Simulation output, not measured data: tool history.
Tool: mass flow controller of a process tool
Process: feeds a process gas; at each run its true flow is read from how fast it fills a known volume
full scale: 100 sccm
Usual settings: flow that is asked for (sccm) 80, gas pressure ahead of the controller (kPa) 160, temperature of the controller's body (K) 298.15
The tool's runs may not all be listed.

run    hour  flow that is asked for (sccm)  gas pressure ahead of the controller (kPa)  temperature of the controller's body (K)  true flow (%)
  1     0.0                             80                                         160                                    298.15         103.09
  2    87.0                             80                                         160                                    298.15         103.17
  3   201.8                             80                                         160                                    298.15         103.18
  4   281.2                             80                                         160                                    298.15         103.19
  5   339.1                             80                                         207                                    298.15         103.03
  6   433.0                             80                                         207                                    298.15         102.94
  7   511.5                             80                                         160                                    298.15         103.20
  8   624.0                             80                                         160                                    298.15         103.27
  9   702.0                             80                                         160                                    301.15         103.17
 10   764.1                             80                                         160                                    301.15         103.21
 11   867.3                             80                                         160                                    301.15         103.28
 12   972.8                             80                                         160                                    301.15         103.29
 13  1064.0                             80                                         160                                    301.15         103.36
 14  1124.1                             80                                         160                                    301.15         103.31
     1135.6  -- controller's zero set anew
 15  1241.4                             80                                         160                                    301.15         103.57
 16  1297.3                             80                                         160                                    301.15         103.87
 17  1346.1                             80                                         160                                    301.15         103.75
 18  1441.8                             80                                         160                                    298.15         103.98
 19  1514.1                             21                                         160                                    298.15         107.30
 20  1576.4                             21                                         160                                    298.15         107.32
 21  1642.3                             21                                         160                                    298.15         107.51
     1682.5  -- controller's zero set anew, once more
 22  1731.6                             21                                         160                                    298.15         101.01
 23  1833.2                             21                                         160                                    298.15         101.04
 24  1913.3                             21                                         160                                    298.15         101.21
 25  1981.9                             22                                         160                                    309.15         100.82
 26  2065.9                             80                                         160                                    306.15         102.22
 27  2172.6                             80                                         160                                    306.15         102.28
 28  2226.9                             32                                         218                                    295.15         101.38
 29  2274.4                             12                                         160                                    298.15         101.36
 30  2342.0                             16                                         141                                    302.15         101.36
 31  2433.6                             80                                         157                                    305.15         102.33
 32  2490.1                             80                                         247                                    305.15         101.96
 33  2564.1                             94                                         160                                    298.15         103.05
 34  2616.6                             22                                         238                                    295.15         101.32
 35  2717.7                             22                                         238                                    295.15         101.57
 36  2793.1                             17                                         238                                    304.15         101.17
 37  2867.7                             29                                         193                                    305.15         101.36
 38  2949.2                             48                                         193                                    304.15         101.62
 39  3013.8                             48                                         193                                    304.15         101.78
 40  3101.7                             13                                         171                                    304.15         102.01
 41  3165.4                             80                                         230                                    313.15         101.94
 42  3278.8                             13                                         188                                    300.15         102.23
     3335.0  -- controller exchanged for a calibrated one
 43  3389.9                             80                                         278                                    298.15          99.36
 44  3476.5                             43                                         268                                    307.15          98.11
 45  3567.3                             43                                         150                                    307.15          98.60
 46  3641.6                             43                                         150                                    307.15          98.77
 47  3694.5                             43                                         150                                    307.15          98.73

Forecast each of these 4 alternatives for the next run:
  A  3754.7                             72                                         145                                    307.15              ?
  B  3754.7                             16                                         147                                    302.15              ?
  C  3754.7                             80                                         192                                    298.15              ?
  D  3754.7                             50                                         174                                    298.15              ?

run  true flow (%)
  A          99.43
  B          98.60
  C          99.73
  D          99.22
Without the tool's hidden state the same runs would have given:
run  true flow (%)
  A          99.18
  B          98.11
  C          99.49
  D          98.94
